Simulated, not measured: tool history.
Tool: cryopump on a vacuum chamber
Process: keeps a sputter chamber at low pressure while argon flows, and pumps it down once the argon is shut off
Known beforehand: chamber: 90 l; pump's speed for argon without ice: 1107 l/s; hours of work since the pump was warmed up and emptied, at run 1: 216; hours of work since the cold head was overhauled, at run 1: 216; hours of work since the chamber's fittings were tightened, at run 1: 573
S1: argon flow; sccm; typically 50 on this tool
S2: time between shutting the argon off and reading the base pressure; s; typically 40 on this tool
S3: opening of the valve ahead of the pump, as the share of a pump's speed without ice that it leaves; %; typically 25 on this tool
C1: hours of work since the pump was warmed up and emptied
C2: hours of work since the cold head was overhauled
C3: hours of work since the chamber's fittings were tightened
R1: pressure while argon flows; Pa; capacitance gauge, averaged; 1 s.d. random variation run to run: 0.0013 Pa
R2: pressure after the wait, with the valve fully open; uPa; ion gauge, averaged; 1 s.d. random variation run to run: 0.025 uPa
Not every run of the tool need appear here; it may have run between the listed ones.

run,hour,S1,S2,S3,C1,C2,C3,R1,R2
1,0,50,40,25,216,216,573,0.3183,1.16
2,68,50,40,25,255,255,613,0.3172,1.16
3,130.9,50,40,25,292,292,649,0.321,1.18
4,196.2,50,40,25,330,330,687,0.3251,1.2
5,307.1,50,40,25,394,394,751,0.3252,1.26
6,387.2,50,40,25,440,440,798,0.3287,1.24
# hour 425.6: pump warmed up, emptied and cooled again
7,468.3,50,40,25,25,484,842,0.3075,1.14
8,542.6,50,40,25,68,528,885,0.3096,1.15
9,608.9,50,40,25,106,566,923,0.3102,1.19
10,720.2,50,40,25,171,631,988,0.31,1.2
11,792.5,50,40,25,213,672,1030,0.313,1.17
12,872,40,40,25,259,719,1076,0.2528,1.2
13,968.3,40,40,25,315,774,1132,0.2555,1.26
14,1021.2,50,22,25,345,805,1163,0.3209,1.81
15,1111.5,50,40,25,398,857,1215,0.3227,1.35
# hour 1225.5: pump warmed up, emptied and cooled again
16,1225.5,50,40,25,0,921,1278,0.3037,1.14
17,1276.5,50,40,25,30,950,1308,0.3087,1.17
18,1330.5,50,40,25,61,982,1339,0.3113,1.2
19,1408.2,25,258,21,106,1027,1384,0.1835,0.62
20,1486.6,64,44,18,151,1072,1430,0.5541,1.22
21,1565.7,41,20,18,197,1118,1475,0.3591,2.03
22,1665.2,99,40,24,255,1176,1533,0.6528,1.28
23,1725.6,99,40,24,290,1211,1568,0.6578,1.28
24,1796.5,31,40,49,331,1252,1609,0.1079,1.32
25,1908.9,31,40,40,396,1317,1674,0.131,1.33
# hour 2022: pump warmed up, emptied and cooled again
26,2022.1,50,243,19,0,1380,1737,0.4063,0.62
27,2129.7,43,40,25,62,1442,1800,0.2685,1.27
28,2228.2,87,233,33,120,1499,1857,0.417,0.71
29,2282,87,233,33,151,1530,1888,0.4163,0.67
30,2330.4,87,107,24,179,1558,1916,0.5717,0.82
31,2425.7,31,44,28,234,1614,1971,0.1793,1.29
32,2518.1,21,121,25,288,1667,2025,0.1354,0.89
33,2581.6,21,121,25,325,1704,2062,0.1347,0.9

The next listed run, before its measurement:
34,2675.7,28,54,21,379,1759,2116,?,?

{"run 34": {"R1": 0.216, "R2": 1.23}}
With the hidden condition absent and the run-to-run variation left alone, this run would have shown R1 0.2042 Pa, R2 0.8 uPa.
